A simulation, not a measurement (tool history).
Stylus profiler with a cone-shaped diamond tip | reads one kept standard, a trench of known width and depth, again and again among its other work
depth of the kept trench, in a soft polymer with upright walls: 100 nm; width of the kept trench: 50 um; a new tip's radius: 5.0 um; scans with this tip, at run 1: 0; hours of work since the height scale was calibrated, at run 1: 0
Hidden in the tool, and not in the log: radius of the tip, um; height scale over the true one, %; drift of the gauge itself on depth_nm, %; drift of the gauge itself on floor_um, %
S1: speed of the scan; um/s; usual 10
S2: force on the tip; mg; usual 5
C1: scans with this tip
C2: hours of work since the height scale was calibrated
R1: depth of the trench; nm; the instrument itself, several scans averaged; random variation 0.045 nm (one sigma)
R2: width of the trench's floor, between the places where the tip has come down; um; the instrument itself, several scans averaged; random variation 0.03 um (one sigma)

| run | hour | S1 | S2 | C1 | C2 | R1 | R2 |
|---|---|---|---|---|---|---|---|
| 1 | 0 | 10 | 5 | 0 | 0 | 101.78 | 47.97 |
| 2 | 28 | 10 | 5 | 251 | 17 | 101.83 | 47.93 |
| 3 | 46 | 10 | 14.41 | 413 | 28 | 103.63 | 47.94 |
| 4 | 61.2 | 10 | 14.41 | 550 | 37 | 103.56 | 47.95 |
| 5 | 93.2 | 10 | 14.41 | 838 | 57 | 103.63 | 47.89 |
| 6 | 125.6 | 10 | 5 | 1129 | 76 | 101.77 | 47.89 |
| 7 | 139.7 | 16 | 2.99 | 1256 | 85 | 101.27 | 47.83 |
| 8 | 154.5 | 24 | 3.04 | 1389 | 94 | 101.31 | 47.8 |
| 9 | 181.3 | 24 | 3.04 | 1630 | 110 | 101.24 | 47.78 |
| 10 | 211.4 | 10 | 9.75 | 1900 | 129 | 102.79 | 47.86 |
| 11 | 244.4 | 16 | 2.96 | 2197 | 149 | 101.25 | 47.79 |
| 12 | 271.1 | 37 | 1.97 | 2437 | 165 | 100.96 | 47.7 |

Forecast each of these 3 alternatives for the next run:
| A | 290.3 | 9 | 7.8 | 2609 | 177 | ? | ? |
| B | 290.3 | 37 | 12.12 | 2609 | 177 | ? | ? |
| C | 290.3 | 2 | 7.51 | 2609 | 177 | ? | ? |

| run | R1 | R2 |
|---|---|---|
| A | 102.43 | 47.8 |
| B | 103.25 | 47.75 |
| C | 102.37 | 47.79 |
Without the tool's hidden state the same runs would have given:
| run | R1 | R2 |
|---|---|---|
| A | 102.44 | 47.98 |
| B | 103.26 | 47.93 |
| C | 102.39 | 47.98 |
